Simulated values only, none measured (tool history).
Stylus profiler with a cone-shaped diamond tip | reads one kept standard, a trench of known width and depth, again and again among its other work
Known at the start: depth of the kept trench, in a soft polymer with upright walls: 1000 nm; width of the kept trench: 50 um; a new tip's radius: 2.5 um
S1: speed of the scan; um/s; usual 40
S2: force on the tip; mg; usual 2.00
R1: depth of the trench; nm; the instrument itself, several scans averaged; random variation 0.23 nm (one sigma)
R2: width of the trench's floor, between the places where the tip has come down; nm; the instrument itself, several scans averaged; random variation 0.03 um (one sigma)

Run 1, hour 0.0: usual settings. Result: R1 1008.17 nm, R2 45150 nm.
Run 2, hour 21.5: usual settings but S2 4.50 mg. Result: R1 1015.69 nm, R2 45210 nm.
Run 3, hour 40.5: usual settings but S2 4.50 mg. Result: R1 1015.97 nm, R2 45250 nm.
Run 4, hour 76.3: usual settings but S1 160 um/s, S2 4.50 mg. Result: R1 1015.67 nm, R2 44740 nm.
Run 5, hour 96.4: usual settings but S1 144 um/s. Result: R1 1008.05 nm, R2 44540 nm.
Run 6, hour 130.4: usual settings but S1 144 um/s. Result: R1 1008.04 nm, R2 44470 nm.
Run 7, hour 158.5: usual settings but S1 144 um/s. Result: R1 1007.83 nm, R2 44460 nm.
At hour 162.2: height scale calibrated on a step standard.
Run 8, hour 198.2: usual settings but S1 12 um/s, S2 3.80 mg. Result: R1 1013.03 nm, R2 45270 nm.
Run 9, hour 237.3: usual settings but S1 26 um/s, S2 3.96 mg. Result: R1 1013.11 nm, R2 45240 nm.

Run 10 comes next. What will it give?
Run 10, hour 271.3: usual settings but S1 105 um/s, S2 2.98 mg. Result: R1 ?, R2 ?.

R1: 1010.04 nm
R2: 44770 nm
Without the tool's hidden state the same run would have given R1 1013.91 nm, R2 45480 nm.
